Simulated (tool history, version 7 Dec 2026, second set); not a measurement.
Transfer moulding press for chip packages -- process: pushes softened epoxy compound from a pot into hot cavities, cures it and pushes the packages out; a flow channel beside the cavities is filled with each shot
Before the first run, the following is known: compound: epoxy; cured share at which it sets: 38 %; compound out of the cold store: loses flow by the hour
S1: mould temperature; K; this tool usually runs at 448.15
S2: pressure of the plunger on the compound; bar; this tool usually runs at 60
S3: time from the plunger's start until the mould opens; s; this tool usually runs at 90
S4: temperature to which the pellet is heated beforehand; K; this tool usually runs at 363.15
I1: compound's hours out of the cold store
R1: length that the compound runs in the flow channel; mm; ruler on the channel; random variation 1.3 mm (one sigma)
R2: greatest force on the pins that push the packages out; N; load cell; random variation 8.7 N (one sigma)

| run | day | S1 | S2 | S3 | S4 | I1 | R1 | R2 |
|---|---|---|---|---|---|---|---|---|
| 1 | 0 | 448.15 | 60 | 90 | 363.15 | 11.7 | 604 | 433 |
|  | 1.296 | cavities cleaned with cleaning compound and waxed |
| 2 | 1.792 | 448.15 | 60 | 90 | 363.15 | 13.8 | 595 | 784 |
|  | 2.633 | cavities cleaned with cleaning compound and waxed |
|  | 4.062 | cavities cleaned with cleaning compound and waxed |
| 3 | 4.462 | 448.15 | 60 | 90 | 363.15 | 42.5 | 508 | 432 |
|  | 5.592 | cavities cleaned with cleaning compound and waxed |
| 4 | 5.917 | 448.15 | 60 | 90 | 363.15 | 35.6 | 524 | 430 |
|  | 7.071 | cavities cleaned with cleaning compound and waxed |
| 5 | 7.408 | 448.15 | 60 | 90 | 363.15 | 8.9 | 602 | 500 |
|  | 7.942 | plunger's sealing rings changed |
|  | 8.571 | cavities cleaned with cleaning compound and waxed |
| 6 | 9.429 | 448.15 | 60 | 90 | 363.15 | 23.7 | 565 | 532 |
|  | 9.9 | cavities cleaned with cleaning compound and waxed |
|  | 11.312 | cavities cleaned with cleaning compound and waxed |
| 7 | 11.712 | 448.15 | 52.4 | 90 | 363.15 | 30.9 | 505 | 443 |
|  | 12.696 | cavities cleaned with cleaning compound and waxed |
| 8 | 13.208 | 448.15 | 52.4 | 90 | 357.15 | 38.2 | 484 | 440 |
|  | 13.738 | mould's thermocouples calibrated |
|  | 14.238 | cavities cleaned with cleaning compound and waxed |
| 9 | 14.475 | 448.15 | 52.4 | 90 | 357.15 | 44.7 | 467 | 419 |
|  | 15.646 | cavities cleaned with cleaning compound and waxed |
|  | 16.35 | plunger's sealing rings changed |
| 10 | 16.817 | 448.15 | 52.4 | 90 | 357.15 | 26.9 | 521 | 585 |
|  | 17.192 | cavities cleaned with cleaning compound and waxed |
|  | 17.429 | cavities cleaned with cleaning compound and waxed, once more |
|  | 18.829 | cavities cleaned with cleaning compound and waxed |
| 11 | 18.833 | 448.15 | 52.4 | 90 | 357.15 | 11.7 | 564 | 414 |
|  | 20.2 | cavities cleaned with cleaning compound and waxed |
| 12 | 21.017 | 448.15 | 60 | 90 | 363.15 | 16.7 | 584 | 548 |
|  | 21.583 | cavities cleaned with cleaning compound and waxed |
| 13 | 22.588 | 448.15 | 60 | 90 | 360.15 | 28.7 | 546 | 552 |
|  | 23.008 | cavities cleaned with cleaning compound and waxed |
| 14 | 23.808 | 444.15 | 63.3 | 90 | 360.15 | 31.3 | 560 | 698 |
|  | 24.342 | cavities cleaned with cleaning compound and waxed |
|  | 24.612 | plunger's sealing rings changed |
|  | 25.942 | cavities cleaned with cleaning compound and waxed |
| 15 | 25.988 | 445.15 | 60 | 90 | 363.15 | 32.6 | 544 | 468 |
|  | 27.358 | cavities cleaned with cleaning compound and waxed |
| 16 | 27.388 | 446.15 | 60 | 90 | 372.15 | 46.1 | 501 | 377 |
|  | 28.688 | cavities cleaned with cleaning compound and waxed |
|  | 30.108 | cavities cleaned with cleaning compound and waxed |
| 17 | 30.179 | 446.15 | 60 | 90 | 372.15 | 8.5 | 610 | 442 |
|  | 31.458 | cavities cleaned with cleaning compound and waxed |
| 18 | 32.192 | 449.15 | 53.4 | 103 | 353.15 | 9.4 | 567 | 395 |
|  | 32.833 | plunger's sealing rings changed |
|  | 32.896 | cavities cleaned with cleaning compound and waxed |
|  | 33.308 | mould's thermocouples calibrated |
| 19 | 33.525 | 453.15 | 53.4 | 76 | 354.15 | 44.9 | 467 | 499 |
|  | 34.4 | cavities cleaned with cleaning compound and waxed |
| 20 | 35.388 | 453.15 | 67.9 | 90 | 363.15 | 44.3 | 528 | 407 |
|  | 35.879 | cavities cleaned with cleaning compound and waxed |
| 21 | 37.108 | 448.15 | 60 | 90 | 359.15 | 47.8 | 493 | 526 |
|  | 37.362 | cavities cleaned with cleaning compound and waxed |
| 22 | 38.525 | 448.15 | 60 | 90 | 359.15 | 39.1 | 514 | 553 |
|  | 38.825 | cavities cleaned with cleaning compound and waxed |
|  | 40.242 | cavities cleaned with cleaning compound and waxed |
| 23 | 40.896 | 449.15 | 62.7 | 130 | 358.15 | 43.5 | 509 | 299 |
|  | 41.225 | plunger's sealing rings changed |
|  | 41.762 | cavities cleaned with cleaning compound and waxed |
|  | 43.192 | cavities cleaned with cleaning compound and waxed |
| 24 | 43.375 | 455.15 | 62.7 | 104 | 358.15 | 37.5 | 522 | 255 |
|  | 44.662 | cavities cleaned with cleaning compound and waxed |
| 25 | 45.583 | 455.15 | 62.7 | 104 | 358.15 | 15.9 | 586 | 338 |

Alternative continuations, all from the tool just after run 25; predict every row:
|  | 46.038 | cavities cleaned with cleaning compound and waxed |
|  | 47.383 | cavities cleaned with cleaning compound and waxed |
| A | 48.304 | 455.15 | 70.3 | 90 | 363.15 | 35.3 | ? | ? |
|  | 46.038 | cavities cleaned with cleaning compound and waxed |
|  | 47.383 | cavities cleaned with cleaning compound and waxed |
| B | 48.304 | 450.15 | 62.7 | 104 | 357.15 | 44 | ? | ? |
|  | 46.038 | cavities cleaned with cleaning compound and waxed |
|  | 47.383 | cavities cleaned with cleaning compound and waxed |
| C | 48.304 | 441.15 | 48.2 | 104 | 358.15 | 32.6 | ? | ? |
|  | 46.038 | cavities cleaned with cleaning compound and waxed |
|  | 47.383 | cavities cleaned with cleaning compound and waxed |
| D | 48.304 | 450.15 | 62.7 | 96 | 367.15 | 9.1 | ? | ? |

| run | R1 | R2 |
|---|---|---|
| A | 551 | 365 |
| B | 510 | 356 |
| C | 489 | 632 |
| D | 614 | 416 |
With no hidden state in the tool, these same runs would have given:
| run | R1 | R2 |
|---|---|---|
| A | 561 | 252 |
| B | 519 | 246 |
| C | 498 | 451 |
| D | 625 | 293 |
